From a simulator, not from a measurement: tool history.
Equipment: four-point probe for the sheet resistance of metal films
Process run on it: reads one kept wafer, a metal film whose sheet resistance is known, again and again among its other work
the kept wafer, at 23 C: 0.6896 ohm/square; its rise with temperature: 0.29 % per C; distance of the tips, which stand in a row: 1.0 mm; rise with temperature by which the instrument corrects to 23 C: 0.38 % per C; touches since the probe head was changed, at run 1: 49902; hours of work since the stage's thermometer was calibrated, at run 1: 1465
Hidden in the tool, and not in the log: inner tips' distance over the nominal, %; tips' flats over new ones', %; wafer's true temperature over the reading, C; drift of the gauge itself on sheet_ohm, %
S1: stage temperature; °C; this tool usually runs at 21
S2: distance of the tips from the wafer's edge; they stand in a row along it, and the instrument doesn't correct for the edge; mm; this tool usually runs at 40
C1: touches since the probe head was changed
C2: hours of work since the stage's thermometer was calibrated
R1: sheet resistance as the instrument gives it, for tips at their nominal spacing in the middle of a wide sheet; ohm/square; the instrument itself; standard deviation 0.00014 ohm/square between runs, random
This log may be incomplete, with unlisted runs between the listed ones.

run 1 day=0 | S1=21 S2=40 | C1=49902 C2=1465 | R1=0.691072
run 2 day=3.654 | S1=21 S2=40 | C1=52602 C2=1508 | R1=0.691331
run 3 day=5.796 | S1=21 S2=36 | C1=54184 C2=1533 | R1=0.691433
run 4 day=8.642 | S1=21 S2=36 | C1=56284 C2=1566 | R1=0.691196
run 5 day=11.725 | S1=21 S2=14 | C1=58560 C2=1602 | R1=0.692787
run 6 day=15.025 | S1=21 S2=14 | C1=60999 C2=1640 | R1=0.692729
run 7 day=17.55 | S1=21 S2=8 | C1=62864 C2=1670 | R1=0.696666
run 8 day=19.529 | S1=21 S2=8 | C1=64326 C2=1693 | R1=0.696658
run 9 day=21.792 | S1=21 S2=8 | C1=65998 C2=1719 | R1=0.696758
run 10 day=23.654 | S1=30 S2=24 | C1=67372 C2=1741 | R1=0.68617
run 11 day=27.638 | S1=30 S2=24 | C1=70314 C2=1787 | R1=0.686351
run 12 day=31.942 | S1=30 S2=24 | C1=73493 C2=1837 | R1=0.686164
run 13 day=35.188 | S1=20 S2=22 | C1=75890 C2=1875 | R1=0.692161
run 14 day=38.396 | S1=20 S2=9 | C1=78258 C2=1912 | R1=0.696308
run 15 day=41.879 | S1=20 S2=9 | C1=80833 C2=1953 | R1=0.696363
run 16 day=44.95 | S1=30 S2=11 | C1=83100 C2=1988 | R1=0.688327
run 17 day=49.033 | S1=19 S2=42 | C1=86116 C2=2036 | R1=0.692502
run 18 day=52.05 | S1=19 S2=42 | C1=88342 C2=2071 | R1=0.692333

Predict each of these 5 candidate next runs independently; none follows another, all start after run 18:
run A day=54.083 | S1=20 S2=3 | C1=89844 C2=2094 | R1=?
run B day=54.083 | S1=22 S2=40 | C1=89844 C2=2094 | R1=?
run C day=54.083 | S1=19 S2=51 | C1=89844 C2=2094 | R1=?
run D day=54.083 | S1=21 S2=12 | C1=89844 C2=2094 | R1=?
run E day=54.083 | S1=25 S2=5 | C1=89844 C2=2094 | R1=?

run=A R1=0.730721
run=B R1=0.690672
run=C R1=0.692628
run=D R1=0.693777
run=E R1=0.703092
Without the tool's hidden state the same runs would have given:
run=A R1=0.730593
run=B R1=0.690551
run=C R1=0.692507
run=D R1=0.693655
run=E R1=0.702968

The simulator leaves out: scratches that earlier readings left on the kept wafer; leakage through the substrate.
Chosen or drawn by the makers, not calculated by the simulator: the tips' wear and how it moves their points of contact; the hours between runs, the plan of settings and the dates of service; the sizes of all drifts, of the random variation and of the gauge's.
